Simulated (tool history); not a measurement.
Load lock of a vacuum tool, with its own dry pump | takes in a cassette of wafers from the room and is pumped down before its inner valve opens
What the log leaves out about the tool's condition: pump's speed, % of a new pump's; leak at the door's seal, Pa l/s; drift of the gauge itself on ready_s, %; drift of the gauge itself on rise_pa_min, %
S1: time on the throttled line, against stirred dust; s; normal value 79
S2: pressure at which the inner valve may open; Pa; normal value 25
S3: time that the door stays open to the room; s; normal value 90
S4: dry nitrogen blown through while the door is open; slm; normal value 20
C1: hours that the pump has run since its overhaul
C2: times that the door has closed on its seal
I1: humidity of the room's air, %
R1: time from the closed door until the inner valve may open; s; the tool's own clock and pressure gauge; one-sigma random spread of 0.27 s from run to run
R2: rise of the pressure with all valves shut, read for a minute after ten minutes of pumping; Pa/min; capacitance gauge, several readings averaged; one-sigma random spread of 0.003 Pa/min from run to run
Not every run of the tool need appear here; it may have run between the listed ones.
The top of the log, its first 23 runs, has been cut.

Run 24, day 94.142: usual settings but S1 117 s, S2 34 Pa, S3 127 s, S4 5 slm; C1 16922; C2 10671; I1 40.5. Result: R1 157.4 s, R2 0.086 Pa/min.
Run 25, day 99.562: usual settings but S1 118 s, S4 27 slm; C1 17052; C2 10980; I1 42.7. Result: R1 161.5 s, R2 0.07 Pa/min.
Run 26, day 104.929: usual settings but S1 104 s, S4 27 slm; C1 17181; C2 11286; I1 43.9. Result: R1 149.3 s, R2 0.07 Pa/min.
Run 27, day 109.892: usual settings but S1 48 s; C1 17300; C2 11569; I1 44.7. Result: R1 101.4 s, R2 0.07 Pa/min.
Run 28, day 113.654: usual settings but S1 48 s; C1 17390; C2 11784; I1 44.1. Result: R1 101.8 s, R2 0.07 Pa/min.
Run 29, day 118: usual settings but S2 23 Pa, S4 6 slm; C1 17494; C2 12032; I1 42.1. Result: R1 128.8 s, R2 0.088 Pa/min.
Run 30, day 121.617: usual settings but S3 40 s; C1 17581; C2 12238; I1 48.1. Result: R1 127.9 s, R2 0.067 Pa/min.
Run 31, day 124.829: usual settings but S3 40 s; C1 17658; C2 12421; I1 45. Result: R1 127.7 s, R2 0.064 Pa/min.

Forecast run 32:
At day 129.129: dry pump taken out, an overhauled one fitted.
Run 32, day 130.854: usual settings but S3 31 s, S4 9 slm; C1 41; C2 12751; I1 49.6. Result: R1 ?, R2 ?.

Run 32 yielded R1 123.5 s, R2 0.074 Pa/min.
Minus the tool's unlogged condition, the same run would have read R1 123.8 s, R2 0.026 Pa/min.
